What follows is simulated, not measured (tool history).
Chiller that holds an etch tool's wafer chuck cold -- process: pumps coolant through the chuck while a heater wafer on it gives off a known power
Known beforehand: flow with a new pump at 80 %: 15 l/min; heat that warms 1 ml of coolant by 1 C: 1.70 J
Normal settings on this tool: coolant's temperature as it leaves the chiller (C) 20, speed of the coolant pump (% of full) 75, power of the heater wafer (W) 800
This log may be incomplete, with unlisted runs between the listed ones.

run   hour  coolant's temperature as it leaves the chiller (C)  speed of the coolant pump (% of full)  power of the heater wafer (W)  chuck's temperature once it has settled (C)  how much warmer the coolant comes back (C)
  1    0.0                                                  20                                     75                            800                                        25.92                                        2.02
  2   21.6                                                  20                                    100                            800                                        24.44                                        1.46
  3   60.3                                                  20                                    100                            800                                        24.54                                        1.48
  4   90.6                                                  20                                     75                            800                                        25.77                                        2.04
  5  113.1                                                  20                                     75                            800                                        25.82                                        2.02
  6  136.1                                                  20                                     75                            800                                        25.93                                        2.05
  7  171.6                                                  20                                     97                            800                                        24.62                                        1.53
  8  200.8                                                  20                                     75                            800                                        25.86                                        2.04
  9  220.7                                                  20                                     75                            800                                        25.86                                        2.03
 10  239.7                                                  16                                     89                            495                                        19.23                                        1.03
 11  265.1                                                  20                                     75                            457                                        23.38                                        1.16
 12  298.4                                                  20                                     75                            457                                        23.45                                        1.15
 13  314.7                                                  18                                     75                            800                                        23.85                                        2.01
 14  347.8                                                  20                                     75                            442                                        23.37                                        1.11
 15  386.8                                                  20                                     75                            442                                        23.26                                        1.10
 16  410.2                                                  20                                     75                            442                                        23.39                                        1.14

Forecast each of these 5 alternatives for the next run:
  A  445.3                                                  20                                     75                            874                                            ?                                           ?
  B  445.3                                                  24                                     73                            682                                            ?                                           ?
  C  445.3                                                  11                                     84                           1139                                            ?                                           ?
  D  445.3                                                  12                                     75                            442                                            ?                                           ?
  E  445.3                                                  16                                     63                           1094                                            ?                                           ?

run  chuck's temperature once it has settled (C)  how much warmer the coolant comes back (C)
  A                                        26.46                                        2.21
  B                                        29.13                                        1.77
  C                                        18.45                                        2.56
  D                                        15.31                                        1.10
  E                                        25.31                                        3.35
Had the tool no hidden state, the same runs would have come out as:
run  chuck's temperature once it has settled (C)  how much warmer the coolant comes back (C)
  A                                        26.21                                        2.21
  B                                        28.89                                        1.77
  C                                        18.19                                        2.55
  D                                        15.09                                        1.10
  E                                        25.03                                        3.34
